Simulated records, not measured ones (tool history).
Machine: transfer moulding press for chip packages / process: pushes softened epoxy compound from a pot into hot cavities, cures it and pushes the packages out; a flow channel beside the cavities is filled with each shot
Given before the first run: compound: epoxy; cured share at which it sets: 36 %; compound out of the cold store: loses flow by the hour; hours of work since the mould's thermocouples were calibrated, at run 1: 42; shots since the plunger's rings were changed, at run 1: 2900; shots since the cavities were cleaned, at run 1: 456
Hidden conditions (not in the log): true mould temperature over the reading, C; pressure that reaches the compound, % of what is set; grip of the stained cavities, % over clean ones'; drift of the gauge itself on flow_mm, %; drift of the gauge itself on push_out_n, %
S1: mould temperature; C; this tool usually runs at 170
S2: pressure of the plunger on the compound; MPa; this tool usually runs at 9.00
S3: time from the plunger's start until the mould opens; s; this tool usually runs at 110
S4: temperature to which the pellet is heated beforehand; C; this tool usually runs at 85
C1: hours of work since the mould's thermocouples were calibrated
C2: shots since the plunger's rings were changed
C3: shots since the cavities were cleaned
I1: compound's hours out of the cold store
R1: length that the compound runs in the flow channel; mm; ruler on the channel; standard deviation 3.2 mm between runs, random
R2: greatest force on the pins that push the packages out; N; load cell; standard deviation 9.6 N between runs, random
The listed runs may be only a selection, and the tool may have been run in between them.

run	hour	S1	S2	S3	S4	C1	C2	C3	I1	R1	R2
1	0.0	170	9.00	110	85	42	2900	456	39.2	608	707
2	15.8	170	7.18	110	85	54	3087	643	31.5	557	788
3	29.7	170	7.18	110	85	64	3251	807	17.3	594	845
4	43.4	170	7.18	110	85	74	3414	970	33.5	554	833
# hour 52.6: cavities cleaned with cleaning compound and waxed
5	52.7	170	9.00	110	85	79	3506	1	19.0	661	1071
6	60.8	170	9.00	110	85	85	3602	97	44.4	586	1001
7	69.4	170	9.00	110	85	91	3703	198	12.3	677	1037
8	86.1	170	9.00	110	85	103	3901	396	12.4	677	1031
# hour 99.4: cavities cleaned with cleaning compound and waxed, once more
9	102.7	170	9.00	110	85	114	4080	39	30.1	624	489
10	115.6	170	9.00	110	85	124	4232	191	41.9	594	567
11	129.8	170	9.00	91	85	134	4400	359	20.3	648	1023
12	145.8	170	9.00	91	85	146	4590	549	28.2	631	1112
13	156.6	171	9.00	91	85	153	4717	676	43.9	584	1007
14	169.9	170	9.00	110	85	163	4875	834	46.8	577	800
15	183.1	170	9.00	110	85	173	5031	990	30.9	616	872
# hour 190.1: cavities cleaned with cleaning compound and waxed
16	200.4	170	9.00	106	76	184	5218	121	42.4	589	564
# hour 203.7: plunger's sealing rings changed
17	216.2	170	9.78	110	85	194	148	278	32.8	663	632
18	227.4	170	9.78	111	85	202	281	411	39.3	641	681
19	238.3	170	9.78	111	85	210	410	540	38.6	644	704
20	246.3	178	6.90	111	77	215	504	634	19.5	564	612
21	263.4	178	6.90	111	77	228	708	838	32.9	531	696
22	272.0	172	6.90	111	86	234	809	939	43.9	526	772
# hour 283.0: cavities cleaned with cleaning compound and waxed
23	288.1	172	6.90	111	86	244	982	60	9.7	599	464
24	297.2	170	9.00	110	82	251	1090	168	28.9	641	582
25	309.4	170	10.46	106	85	260	1233	311	37.9	664	665
26	321.3	175	9.00	116	85	269	1375	453	8.2	684	587
27	333.8	170	9.00	133	89	278	1523	601	43.7	595	639
28	347.1	171	9.00	109	83	287	1680	758	32.3	627	832
29	355.5	171	9.00	109	83	293	1779	857	17.5	666	841

Predict each of these 3 candidate next runs independently; none follows another, all start after run 29:
A	365.0	171	9.00	124	83	300	1892	970	8.9	?	?
B	365.0	170	8.03	149	85	300	1892	970	30.8	?	?
C	365.0	171	9.00	109	87	300	1892	970	23.4	?	?

run	R1	R2
A	695	758
B	601	709
C	650	871
Take away the tool's hidden state, keep each run's random variation, and the runs would have read:
run	R1	R2
A	701	389
B	606	368
C	656	438

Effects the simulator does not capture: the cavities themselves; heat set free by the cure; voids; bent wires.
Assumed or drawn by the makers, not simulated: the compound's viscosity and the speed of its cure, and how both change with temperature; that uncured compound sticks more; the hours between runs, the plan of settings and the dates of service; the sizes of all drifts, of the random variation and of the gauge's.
